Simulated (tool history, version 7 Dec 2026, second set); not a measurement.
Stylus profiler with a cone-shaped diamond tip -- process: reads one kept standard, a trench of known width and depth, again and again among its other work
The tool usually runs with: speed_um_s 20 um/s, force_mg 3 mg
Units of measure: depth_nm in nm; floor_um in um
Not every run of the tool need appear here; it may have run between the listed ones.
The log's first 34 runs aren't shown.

run     day  speed_um_s  force_mg  scans with this tip  hours of work since the height scale was calibrated  depth_nm  floor_um
 35  29.025          20      1.95                  796                                                   59    101.32     97.92
 36  30.058          22      4.45                  938                                                   69    102.19     97.88
 37  31.121          53      2.12                 1084                                                   80     101.3     97.74
 38    32.1          53      2.12                 1219                                                   90    101.24      97.8
 39  32.883           7      1.84                 1326                                                   98    101.23      97.9
 40  34.025          79      1.27                 1483                                                  109    100.91     97.65
 41  34.788          79      1.27                 1588                                                  117    100.97     97.59
 42  35.354          79      1.27                 1666                                                  123    101.02      97.6
 43  35.883          50      5.98                 1739                                                  128    102.78     97.72
 44   36.65          50      5.98                 1844                                                  136    102.74     97.75
 45  37.838          50      5.98                 2007                                                  148    102.69     97.77
 46  38.829          56         3                 2144                                                  158    101.78     97.69

3 ways to go on from here, each from the tool as it stands after run 46. What would each give?
  A  39.504          70      2.33                 2236                                                  165         ?         ?
  B  39.504          33      1.19                 2236                                                  165         ?         ?
  C  39.504          35      4.11                 2236                                                  165         ?         ?

run  depth_nm  floor_um
  A    101.49     97.65
  B    101.02     97.71
  C    102.18     97.72
What these runs would have given with no unlogged condition in the tool:
run  depth_nm  floor_um
  A    101.43     97.89
  B    100.96     97.94
  C    102.12     97.96
